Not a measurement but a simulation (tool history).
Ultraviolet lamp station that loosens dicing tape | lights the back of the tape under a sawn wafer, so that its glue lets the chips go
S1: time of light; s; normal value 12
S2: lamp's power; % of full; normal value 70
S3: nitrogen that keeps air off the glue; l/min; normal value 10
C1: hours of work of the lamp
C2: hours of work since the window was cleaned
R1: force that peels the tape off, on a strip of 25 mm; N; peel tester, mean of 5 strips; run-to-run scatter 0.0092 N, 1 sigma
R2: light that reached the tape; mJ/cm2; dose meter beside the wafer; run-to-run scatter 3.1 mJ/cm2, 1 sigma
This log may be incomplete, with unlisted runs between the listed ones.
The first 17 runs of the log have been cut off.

run,hour,S1,S2,S3,C1,C2,R1,R2
18,147.5,12,77,10,215,303,0.318,526
19,155.4,12,77,10,220,307,0.326,535
20,164.5,12,77,10,225,312,0.311,531
21,170.4,12,69,14,228,315,0.317,473
22,180.5,8,77,14,233,320,0.583,355
23,189.0,8,77,14,238,325,0.578,356
24,195.0,8,77,14,241,328,0.603,357
25,205.9,8,73,3,247,334,2.039,335
26,216.7,12,70,3,253,340,1.018,486
27,222.4,15,70,5,256,343,0.413,608
28,231.8,10,70,5,261,348,1.034,408
29,236.7,10,97,15,264,351,0.250,558
30,248.6,10,97,15,270,358,0.246,557
31,256.2,17,62,10,275,362,0.263,604
32,264.0,21,62,7,279,366,0.243,747
33,273.9,7,70,9,284,371,1.260,285
34,281.6,12,68,17,288,375,0.312,466
35,290.0,14,68,18,293,380,0.235,549

Run 36, settings as shown, results not yet in. Your forecast:
36,301.1,8,87,6,299,386,?,?

Run 36 produced R1 0.918 N, R2 400 mJ/cm2.
If the tool had no hidden condition, the same run with the same run-to-run variation would have returned R1 0.915 N, R2 401 mJ/cm2.

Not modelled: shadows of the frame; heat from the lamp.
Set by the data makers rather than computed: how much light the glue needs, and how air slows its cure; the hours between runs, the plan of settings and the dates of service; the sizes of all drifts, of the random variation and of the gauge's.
